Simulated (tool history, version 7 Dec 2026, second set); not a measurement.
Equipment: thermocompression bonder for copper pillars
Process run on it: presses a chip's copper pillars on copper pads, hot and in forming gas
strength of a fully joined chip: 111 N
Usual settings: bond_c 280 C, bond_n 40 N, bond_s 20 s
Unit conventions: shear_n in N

{"run": 1, "hour": 0.0, "bond_c": 280, "bond_n": 40, "bond_s": 20, "shear_n": 75.1}
{"run": 2, "hour": 12.9, "bond_c": 280, "bond_n": 40, "bond_s": 21, "shear_n": 76.1}
{"run": 3, "hour": 24.2, "bond_c": 280, "bond_n": 40, "bond_s": 21, "shear_n": 75.9}
{"run": 4, "hour": 34.8, "bond_c": 280, "bond_n": 40, "bond_s": 21, "shear_n": 75.6}
{"run": 5, "hour": 44.5, "bond_c": 280, "bond_n": 40, "bond_s": 21, "shear_n": 75.7}
{"run": 6, "hour": 57.1, "bond_c": 280, "bond_n": 40, "bond_s": 20, "shear_n": 74.9}
{"run": 7, "hour": 65.9, "bond_c": 280, "bond_n": 40, "bond_s": 20, "shear_n": 74.5}
{"run": 8, "hour": 74.6, "bond_c": 280, "bond_n": 40, "bond_s": 20, "shear_n": 74.8}
{"run": 9, "hour": 82.9, "bond_c": 280, "bond_n": 40, "bond_s": 20, "shear_n": 74.8}
{"run": 10, "hour": 98.3, "bond_c": 280, "bond_n": 40, "bond_s": 20, "shear_n": 74}
{"hour": 112.4, "done": "heater calibrated with a thermocouple chip"}
{"run": 11, "hour": 115.0, "bond_c": 280, "bond_n": 40, "bond_s": 20, "shear_n": 71}
{"run": 12, "hour": 123.0, "bond_c": 280, "bond_n": 40, "bond_s": 20, "shear_n": 70.9}
{"run": 13, "hour": 135.2, "bond_c": 280, "bond_n": 41, "bond_s": 20, "shear_n": 72.2}
{"run": 14, "hour": 147.9, "bond_c": 280, "bond_n": 40, "bond_s": 20, "shear_n": 71.1}
{"run": 15, "hour": 156.2, "bond_c": 280, "bond_n": 40, "bond_s": 20, "shear_n": 70.6}
{"run": 16, "hour": 164.1, "bond_c": 280, "bond_n": 40, "bond_s": 20, "shear_n": 70.3}
{"run": 17, "hour": 176.3, "bond_c": 280, "bond_n": 40, "bond_s": 20, "shear_n": 71}
{"run": 18, "hour": 185.3, "bond_c": 280, "bond_n": 40, "bond_s": 20, "shear_n": 70.5}
{"run": 19, "hour": 192.2, "bond_c": 280, "bond_n": 40, "bond_s": 20, "shear_n": 70.8}
{"run": 20, "hour": 200.1, "bond_c": 280, "bond_n": 40, "bond_s": 20, "shear_n": 70.8}
{"run": 21, "hour": 209.6, "bond_c": 274, "bond_n": 40, "bond_s": 13, "shear_n": 58.8}
{"run": 22, "hour": 224.4, "bond_c": 279, "bond_n": 46, "bond_s": 31, "shear_n": 81.8}
{"run": 23, "hour": 236.8, "bond_c": 280, "bond_n": 46, "bond_s": 48, "shear_n": 88}
{"hour": 241.1, "done": "forming gas filter changed"}
{"run": 24, "hour": 244.1, "bond_c": 301, "bond_n": 35, "bond_s": 15, "shear_n": 77.5}
{"run": 25, "hour": 254.0, "bond_c": 280, "bond_n": 60, "bond_s": 20, "shear_n": 87.2}
{"run": 26, "hour": 260.5, "bond_c": 280, "bond_n": 60, "bond_s": 20, "shear_n": 87.1}
{"run": 27, "hour": 269.7, "bond_c": 280, "bond_n": 60, "bond_s": 20, "shear_n": 86.9}
{"run": 28, "hour": 276.0, "bond_c": 280, "bond_n": 60, "bond_s": 20, "shear_n": 87.1}
{"run": 29, "hour": 282.5, "bond_c": 253, "bond_n": 34, "bond_s": 26, "shear_n": 60.5}
{"run": 30, "hour": 296.7, "bond_c": 298, "bond_n": 55, "bond_s": 21, "shear_n": 94.1}
{"run": 31, "hour": 307.3, "bond_c": 298, "bond_n": 46, "bond_s": 32, "shear_n": 95.5}
{"run": 32, "hour": 321.3, "bond_c": 307, "bond_n": 41, "bond_s": 32, "shear_n": 96.9}
{"run": 33, "hour": 335.3, "bond_c": 268, "bond_n": 38, "bond_s": 56, "shear_n": 87}
{"run": 34, "hour": 346.1, "bond_c": 280, "bond_n": 40, "bond_s": 58, "shear_n": 94.2}
{"run": 35, "hour": 361.5, "bond_c": 271, "bond_n": 25, "bond_s": 11, "shear_n": 45.5}
{"run": 36, "hour": 372.1, "bond_c": 269, "bond_n": 59, "bond_s": 16, "shear_n": 76.6}
{"run": 37, "hour": 387.3, "bond_c": 280, "bond_n": 32, "bond_s": 12, "shear_n": 58.5}
{"run": 38, "hour": 396.0, "bond_c": 280, "bond_n": 38, "bond_s": 20, "shear_n": 73.9}
{"run": 39, "hour": 407.8, "bond_c": 298, "bond_n": 37, "bond_s": 20, "shear_n": 82.5}
{"run": 40, "hour": 415.8, "bond_c": 298, "bond_n": 37, "bond_s": 20, "shear_n": 81.6}

Forecast each of these 4 alternatives for the next run:
{"run": "A", "hour": 429.2, "bond_c": 272, "bond_n": 29, "bond_s": 15, "shear_n": "?"}
{"run": "B", "hour": 429.2, "bond_c": 292, "bond_n": 40, "bond_s": 28, "shear_n": "?"}
{"run": "C", "hour": 429.2, "bond_c": 305, "bond_n": 31, "bond_s": 20, "shear_n": "?"}
{"run": "D", "hour": 429.2, "bond_c": 298, "bond_n": 25, "bond_s": 25, "shear_n": "?"}

run=A shear_n=55.5
run=B shear_n=87.4
run=C shear_n=80.4
run=D shear_n=75.5
Take away the tool's hidden state, keep each run's random variation, and the runs would have read:
run=A shear_n=55.2
run=B shear_n=88
run=C shear_n=80.8
run=D shear_n=75.7

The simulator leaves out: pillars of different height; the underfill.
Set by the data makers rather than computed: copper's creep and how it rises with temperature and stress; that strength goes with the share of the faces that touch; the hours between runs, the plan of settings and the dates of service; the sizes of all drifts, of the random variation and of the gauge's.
